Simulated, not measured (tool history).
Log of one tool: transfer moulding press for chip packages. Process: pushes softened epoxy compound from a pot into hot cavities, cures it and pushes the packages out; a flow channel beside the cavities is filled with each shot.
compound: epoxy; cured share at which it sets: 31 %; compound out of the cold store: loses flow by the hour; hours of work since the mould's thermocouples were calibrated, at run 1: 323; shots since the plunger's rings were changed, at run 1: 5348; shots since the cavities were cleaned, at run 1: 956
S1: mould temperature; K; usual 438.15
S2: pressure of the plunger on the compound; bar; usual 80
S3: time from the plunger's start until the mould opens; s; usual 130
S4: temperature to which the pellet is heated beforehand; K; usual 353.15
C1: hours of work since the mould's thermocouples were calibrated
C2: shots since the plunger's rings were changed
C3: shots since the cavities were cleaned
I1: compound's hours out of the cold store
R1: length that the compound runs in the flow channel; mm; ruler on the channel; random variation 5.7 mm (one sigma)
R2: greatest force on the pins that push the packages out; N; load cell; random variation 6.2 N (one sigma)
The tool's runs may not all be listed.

run	hour	S1	S2	S3	S4	C1	C2	C3	I1	R1	R2
1	0	438.15	80	130	353.15	323	5348	956	34	627	343
# hour 6.6: cavities cleaned with cleaning compound and waxed
2	25.7	438.15	80	130	353.15	341	5592	192	40.7	624	279
3	58.5	438.15	80	130	353.15	365	5923	523	45	606	307
4	89.2	438.15	80	130	353.15	387	6232	832	25.7	638	348
# hour 108.9: cavities cleaned with cleaning compound and waxed
5	115.2	438.15	80	130	353.15	405	6479	64	33.8	614	263
6	136.3	438.15	80	130	353.15	421	6691	276	23.8	628	281
# hour 145.7: plunger's sealing rings changed
7	168.8	438.15	80	130	353.15	443	233	579	10.4	737	333
8	190.2	438.15	65.1	130	353.15	458	449	795	45.4	610	354
# hour 214: cavities cleaned with cleaning compound and waxed
9	221.7	438.15	65.8	130	353.15	480	751	78	34.6	624	255
10	236.7	438.15	65.8	130	353.15	491	902	229	20.1	637	280
11	269.4	438.15	65.8	148	353.15	515	1231	558	28.9	627	319
12	283.7	438.15	66.5	148	353.15	526	1376	703	19	649	315
# hour 310.6: mould's thermocouples calibrated
13	310.6	438.15	66.5	148	353.15	0	1627	954	14.8	649	330
# hour 317.3: cavities cleaned with cleaning compound and waxed
14	342.5	441.15	70.2	130	349.15	22	1933	254	23.5	645	260
15	357.6	441.15	90.3	154	353.15	33	2085	406	17.4	731	278
16	382.7	441.15	90.3	154	353.15	52	2338	659	12.2	746	309
17	406.2	441.15	90.3	115	356.15	69	2575	896	35.1	708	353

Some steps in R1 between neighbouring runs. How much of each would the tool show without its hidden state too (settings, what came in, random variation), and how much is left for the hidden state, with any gauge scatter that isn't in both results?
The hidden state here: true mould temperature over the reading, C; pressure that reaches the compound, % of what is set; grip of the stained cavities, % over clean ones'; drift of the gauge itself on flow_mm, %; drift of the gauge itself on push_out_n, %.
Run 6 -> 7: plunger's sealing rings changed. R1 +109 mm: hidden state +84, all else +25.
Run 7 -> 8: S2 80 -> 65.1. R1 -127 mm: hidden state -1, all else -126.

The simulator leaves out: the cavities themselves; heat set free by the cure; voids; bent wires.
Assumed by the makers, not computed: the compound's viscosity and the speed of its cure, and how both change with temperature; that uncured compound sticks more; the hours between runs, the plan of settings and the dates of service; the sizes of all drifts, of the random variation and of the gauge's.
